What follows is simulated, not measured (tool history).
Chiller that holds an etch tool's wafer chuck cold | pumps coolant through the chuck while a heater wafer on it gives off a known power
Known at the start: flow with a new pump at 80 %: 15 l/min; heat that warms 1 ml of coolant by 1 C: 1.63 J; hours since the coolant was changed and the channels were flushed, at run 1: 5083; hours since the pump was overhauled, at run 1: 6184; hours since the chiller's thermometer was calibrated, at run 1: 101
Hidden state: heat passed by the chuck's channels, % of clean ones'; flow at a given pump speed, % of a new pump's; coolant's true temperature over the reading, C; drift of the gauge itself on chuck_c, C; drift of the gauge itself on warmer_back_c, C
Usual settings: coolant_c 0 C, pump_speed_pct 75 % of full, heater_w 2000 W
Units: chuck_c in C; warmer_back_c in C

run    hour  coolant_c  pump_speed_pct  heater_w  hours since the coolant was changed and the channels were flushed  hours since the pump was overhauled  hours since the chiller's thermometer was calibrated  chuck_c  warmer_back_c
  1       0          0              75      2000                                                               5083                                 6184                                                   101     12.8           5.29
  2   127.9          0              75      2000                                                               5211                                 6312                                                   229     12.8           5.25
  3   280.6          0              75      2000                                                               5364                                 6465                                                   381       13           5.29
  4   412.3          9              75      2000                                                               5496                                 6596                                                   513       22           5.22
  5   555.2         -8              75      2000                                                               5638                                 6739                                                   656      4.8            5.3
  6   678.8         -8              75      2000                                                               5762                                 6863                                                   780      4.9           5.29
  7   790.4          0              75      2000                                                               5874                                 6975                                                   891     12.8           5.31
  8   918.9          0              60      2000                                                               6002                                 7103                                                  1020       15           6.84
  9    1097          0              60      2000                                                               6180                                 7281                                                  1198     14.9           6.78
 10  1275.3          0              60      2000                                                               6359                                 7459                                                  1376     15.1           6.84
 11  1465.2          0              60      2000                                                               6548                                 7649                                                  1566     14.9            6.8
 12  1652.5          0              60      2000                                                               6736                                 7837                                                  1753       15           6.77
 13  1806.5          0              75      2000                                                               6890                                 7991                                                  1907     12.8           5.24
 14  1907.3          0              75      1202                                                               6991                                 8091                                                  2008      7.5           3.19
 15  2007.7          0              75      1202                                                               7091                                 8192                                                  2108      7.8           3.21
 16  2102.7          0              75      2607                                                               7186                                 8287                                                  2203     16.9           6.96
 17  2252.1          0              75      2607                                                               7335                                 8436                                                  2353       17           6.93
 18  2406.9          0              83      2607                                                               7490                                 8591                                                  2508     15.7           6.16
 19  2553.6         -7              88      2607                                                               7637                                 8738                                                  2654        8           5.78
       2603  -- coolant changed, channels flushed
 20  2672.6          0              75      1014                                                                 70                                 8851                                                  2767      6.5           2.69

Forecast run 21:
 21  2854.2          0              75      1014                                                                251                                 9032                                                  2949        ?              ?

Run 21 gave chuck_c 6.5 C, warmer_back_c 2.71 C.
Without the tool's hidden state the same run would have given chuck_c 6.5 C, warmer_back_c 2.7 C.
